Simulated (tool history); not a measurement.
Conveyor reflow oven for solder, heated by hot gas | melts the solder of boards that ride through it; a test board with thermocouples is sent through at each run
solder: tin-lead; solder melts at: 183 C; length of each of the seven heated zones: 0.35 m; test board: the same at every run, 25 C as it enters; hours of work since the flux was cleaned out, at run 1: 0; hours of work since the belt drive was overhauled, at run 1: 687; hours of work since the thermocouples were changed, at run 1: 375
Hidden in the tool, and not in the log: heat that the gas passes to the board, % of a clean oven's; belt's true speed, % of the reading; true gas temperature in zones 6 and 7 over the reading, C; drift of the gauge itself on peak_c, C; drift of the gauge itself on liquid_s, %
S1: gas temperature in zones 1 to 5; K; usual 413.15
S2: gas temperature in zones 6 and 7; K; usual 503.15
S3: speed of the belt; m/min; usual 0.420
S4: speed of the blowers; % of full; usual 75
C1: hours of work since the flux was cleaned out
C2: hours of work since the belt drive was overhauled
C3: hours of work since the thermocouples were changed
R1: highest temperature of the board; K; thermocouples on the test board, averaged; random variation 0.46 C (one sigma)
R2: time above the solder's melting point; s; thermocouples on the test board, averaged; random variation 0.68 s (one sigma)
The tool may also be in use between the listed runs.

run 1 day=0.000 | S1=413.15 S2=503.15 S3=0.420 S4=75 | C1=0 C2=687 C3=375 | R1=491.05 R2=78.1
run 2 day=1.525 | S1=413.15 S2=503.15 S3=0.420 S4=75 | C1=16 C2=703 C3=391 | R1=489.55 R2=77.5
run 3 day=4.292 | S1=413.15 S2=503.15 S3=0.420 S4=75 | C1=44 C2=731 C3=419 | R1=489.75 R2=78.5
run 4 day=5.908 | S1=413.15 S2=503.15 S3=0.420 S4=75 | C1=60 C2=748 C3=436 | R1=490.05 R2=76.9
run 5 day=8.471 | S1=413.15 S2=503.15 S3=0.420 S4=75 | C1=87 C2=774 C3=462 | R1=490.05 R2=78.2
-- day=11.579 belt drive overhauled, speed set with a stopwatch
run 6 day=12.092 | S1=427.15 S2=503.15 S3=0.420 S4=75 | C1=122 C2=5 C3=497 | R1=490.85 R2=84.1
-- day=13.733 thermocouples of zones 6 and 7 changed
run 7 day=14.188 | S1=427.15 S2=503.15 S3=0.420 S4=75 | C1=143 C2=26 C3=5 | R1=491.45 R2=86.9
run 8 day=17.675 | S1=427.15 S2=503.15 S3=0.420 S4=75 | C1=178 C2=62 C3=40 | R1=492.05 R2=85.8
run 9 day=20.971 | S1=413.15 S2=503.15 S3=0.420 S4=71 | C1=212 C2=95 C3=74 | R1=488.75 R2=74.6
run 10 day=24.283 | S1=413.15 S2=503.15 S3=0.420 S4=71 | C1=246 C2=129 C3=108 | R1=488.55 R2=73.3
run 11 day=26.383 | S1=413.15 S2=503.15 S3=0.420 S4=75 | C1=267 C2=151 C3=129 | R1=489.45 R2=75.1
run 12 day=29.117 | S1=413.15 S2=503.15 S3=0.420 S4=75 | C1=295 C2=179 C3=157 | R1=488.65 R2=74.8
run 13 day=31.783 | S1=413.15 S2=503.15 S3=0.420 S4=75 | C1=323 C2=206 C3=185 | R1=488.65 R2=74.6
run 14 day=33.888 | S1=413.15 S2=503.15 S3=0.420 S4=75 | C1=344 C2=227 C3=206 | R1=487.25 R2=73.3
-- day=34.246 flux residue cleaned out of gas plates and filters
run 15 day=36.862 | S1=413.15 S2=503.15 S3=0.420 S4=75 | C1=27 C2=256 C3=235 | R1=485.45 R2=71.2
run 16 day=39.075 | S1=413.15 S2=503.15 S3=0.420 S4=75 | C1=49 C2=278 C3=257 | R1=484.45 R2=69.5
run 17 day=41.262 | S1=413.15 S2=503.15 S3=0.420 S4=82 | C1=72 C2=301 C3=280 | R1=486.05 R2=71.0
run 18 day=43.267 | S1=427.15 S2=503.15 S3=0.486 S4=82 | C1=92 C2=321 C3=300 | R1=484.95 R2=67.1
run 19 day=46.233 | S1=425.15 S2=510.15 S3=0.381 S4=60 | C1=123 C2=352 C3=330 | R1=492.15 R2=92.5
run 20 day=49.575 | S1=425.15 S2=510.15 S3=0.381 S4=60 | C1=157 C2=386 C3=365 | R1=491.65 R2=91.8
run 21 day=51.667 | S1=419.15 S2=508.15 S3=0.496 S4=60 | C1=178 C2=407 C3=386 | R1=479.05 R2=52.5
run 22 day=54.896 | S1=416.15 S2=508.15 S3=0.496 S4=60 | C1=211 C2=440 C3=419 | R1=478.35 R2=47.0
-- day=55.475 flux residue cleaned out of gas plates and filters, once more
run 23 day=58.567 | S1=410.15 S2=508.15 S3=0.470 S4=60 | C1=32 C2=476 C3=455 | R1=486.35 R2=62.0
run 24 day=60.562 | S1=410.15 S2=508.15 S3=0.470 S4=60 | C1=52 C2=496 C3=475 | R1=486.35 R2=62.1
run 25 day=63.512 | S1=398.15 S2=498.15 S3=0.470 S4=60 | C1=82 C2=526 C3=505 | R1=475.15 R2=41.8
-- day=64.404 thermocouples of zones 6 and 7 changed
run 26 day=65.638 | S1=413.15 S2=503.15 S3=0.488 S4=75 | C1=103 C2=547 C3=13 | R1=486.05 R2=61.3
run 27 day=68.279 | S1=406.15 S2=503.15 S3=0.498 S4=53 | C1=130 C2=574 C3=40 | R1=474.75 R2=41.2
run 28 day=71.775 | S1=402.15 S2=503.15 S3=0.459 S4=75 | C1=166 C2=610 C3=75 | R1=484.65 R2=59.2
run 29 day=75.238 | S1=402.15 S2=503.15 S3=0.459 S4=75 | C1=201 C2=646 C3=111 | R1=484.25 R2=59.0

Forecast each of these 3 alternatives for the next run:
run A day=77.525 | S1=412.15 S2=503.15 S3=0.430 S4=68 | C1=225 C2=669 C3=134 | R1=? R2=?
run B day=77.525 | S1=427.15 S2=503.15 S3=0.376 S4=75 | C1=225 C2=669 C3=134 | R1=? R2=?
run C day=77.525 | S1=422.15 S2=503.15 S3=0.459 S4=50 | C1=225 C2=669 C3=134 | R1=? R2=?

run=A R1=486.05 R2=70.5
run=B R1=494.05 R2=97.9
run=C R1=479.85 R2=59.3
Without the tool's hidden state the same runs would have given:
run=A R1=488.35 R2=72.9
run=B R1=495.85 R2=98.7
run=C R1=481.65 R2=61.6

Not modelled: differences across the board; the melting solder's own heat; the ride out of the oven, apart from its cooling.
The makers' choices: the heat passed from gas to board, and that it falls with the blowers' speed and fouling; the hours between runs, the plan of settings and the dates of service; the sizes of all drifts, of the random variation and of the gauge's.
